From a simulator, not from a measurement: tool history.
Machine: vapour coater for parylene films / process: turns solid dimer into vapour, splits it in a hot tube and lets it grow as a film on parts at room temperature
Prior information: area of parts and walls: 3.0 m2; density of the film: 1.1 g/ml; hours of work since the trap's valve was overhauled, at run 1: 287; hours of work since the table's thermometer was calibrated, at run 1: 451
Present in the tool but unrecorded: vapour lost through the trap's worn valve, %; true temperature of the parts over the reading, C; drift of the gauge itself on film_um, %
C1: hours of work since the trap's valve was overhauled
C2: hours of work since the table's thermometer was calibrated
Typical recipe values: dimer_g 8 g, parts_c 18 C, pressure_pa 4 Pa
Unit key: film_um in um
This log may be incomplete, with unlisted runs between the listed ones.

run 1 day=0 | dimer_g=8 parts_c=18 pressure_pa=4 | C1=287 C2=451 | film_um=1.228
run 2 day=3.108 | dimer_g=8 parts_c=18 pressure_pa=4 | C1=341 C2=506 | film_um=1.221
-- day=6.304 trap's valve overhauled
run 3 day=6.325 | dimer_g=8 parts_c=18 pressure_pa=4 | C1=0 C2=559 | film_um=1.272
run 4 day=9.904 | dimer_g=8 parts_c=18 pressure_pa=4 | C1=63 C2=621 | film_um=1.245
run 5 day=11.683 | dimer_g=8 parts_c=18 pressure_pa=4 | C1=94 C2=652 | film_um=1.26
run 6 day=13.508 | dimer_g=5 parts_c=18 pressure_pa=4 | C1=126 C2=684 | film_um=0.777
run 7 day=15.125 | dimer_g=5 parts_c=18 pressure_pa=4 | C1=154 C2=713 | film_um=0.783
run 8 day=18.821 | dimer_g=8 parts_c=28 pressure_pa=4 | C1=219 C2=777 | film_um=0.836
run 9 day=20.662 | dimer_g=8 parts_c=28 pressure_pa=4 | C1=251 C2=809 | film_um=0.81
run 10 day=24.054 | dimer_g=8 parts_c=28 pressure_pa=4 | C1=310 C2=869 | film_um=0.815
run 11 day=26.479 | dimer_g=8 parts_c=28 pressure_pa=4 | C1=353 C2=911 | film_um=0.802
-- day=28.958 trap's valve overhauled
run 12 day=30.242 | dimer_g=8 parts_c=28 pressure_pa=4 | C1=22 C2=974 | film_um=0.825
run 13 day=33.775 | dimer_g=8 parts_c=28 pressure_pa=4 | C1=84 C2=1036 | film_um=0.829
run 14 day=37.033 | dimer_g=8 parts_c=28 pressure_pa=4 | C1=141 C2=1093 | film_um=0.822
run 15 day=40.288 | dimer_g=8 parts_c=28 pressure_pa=4 | C1=198 C2=1149 | film_um=0.803
run 16 day=43.875 | dimer_g=8 parts_c=18 pressure_pa=7.01 | C1=261 C2=1212 | film_um=1.087
run 17 day=47.179 | dimer_g=8 parts_c=18 pressure_pa=7.01 | C1=318 C2=1270 | film_um=1.047
run 18 day=50.779 | dimer_g=8 parts_c=11 pressure_pa=2.4 | C1=381 C2=1333 | film_um=1.784
-- day=51.575 trap's valve overhauled
run 19 day=53.533 | dimer_g=8 parts_c=11 pressure_pa=2.4 | C1=34 C2=1378 | film_um=1.866
run 20 day=56.221 | dimer_g=4 parts_c=18 pressure_pa=3.57 | C1=81 C2=1425 | film_um=0.645
run 21 day=59.35 | dimer_g=4 parts_c=23 pressure_pa=2.03 | C1=136 C2=1480 | film_um=0.586
run 22 day=61.733 | dimer_g=10 parts_c=20 pressure_pa=9.45 | C1=177 C2=1521 | film_um=1.161
run 23 day=65.338 | dimer_g=10 parts_c=18 pressure_pa=2.35 | C1=240 C2=1584 | film_um=1.721
run 24 day=67.054 | dimer_g=6 parts_c=19 pressure_pa=2.35 | C1=270 C2=1614 | film_um=0.989
run 25 day=68.762 | dimer_g=8 parts_c=18 pressure_pa=9.13 | C1=300 C2=1644 | film_um=1.001
run 26 day=72.108 | dimer_g=7 parts_c=18 pressure_pa=11.64 | C1=359 C2=1703 | film_um=0.819
-- day=74.317 trap's valve overhauled
run 27 day=75.688 | dimer_g=6 parts_c=18 pressure_pa=4.32 | C1=24 C2=1762 | film_um=0.926
run 28 day=77.596 | dimer_g=6 parts_c=18 pressure_pa=4.32 | C1=57 C2=1796 | film_um=0.908
run 29 day=80.933 | dimer_g=8 parts_c=18 pressure_pa=6.55 | C1=116 C2=1854 | film_um=1.086
run 30 day=84.042 | dimer_g=12 parts_c=11 pressure_pa=4.58 | C1=170 C2=1908 | film_um=2.356
run 31 day=87.271 | dimer_g=5 parts_c=18 pressure_pa=4 | C1=226 C2=1965 | film_um=0.76

Had the tool no unlogged condition, and each run kept its random variation, what would the results have been?
run=1 film_um=1.278
run=2 film_um=1.28
run=3 film_um=1.282
run=4 film_um=1.265
run=5 film_um=1.286
run=6 film_um=0.797
run=7 film_um=0.806
run=8 film_um=0.868
run=9 film_um=0.846
run=10 film_um=0.857
run=11 film_um=0.849
run=12 film_um=0.838
run=13 film_um=0.849
run=14 film_um=0.849
run=15 film_um=0.837
run=16 film_um=1.143
run=17 film_um=1.112
run=18 film_um=1.911
run=19 film_um=1.899
run=20 film_um=0.661
run=21 film_um=0.605
run=22 film_um=1.206
run=23 film_um=1.802
run=24 film_um=1.04
run=25 film_um=1.058
run=26 film_um=0.873
run=27 film_um=0.947
run=28 film_um=0.934
run=29 film_um=1.126
run=30 film_um=2.462
run=31 film_um=0.8
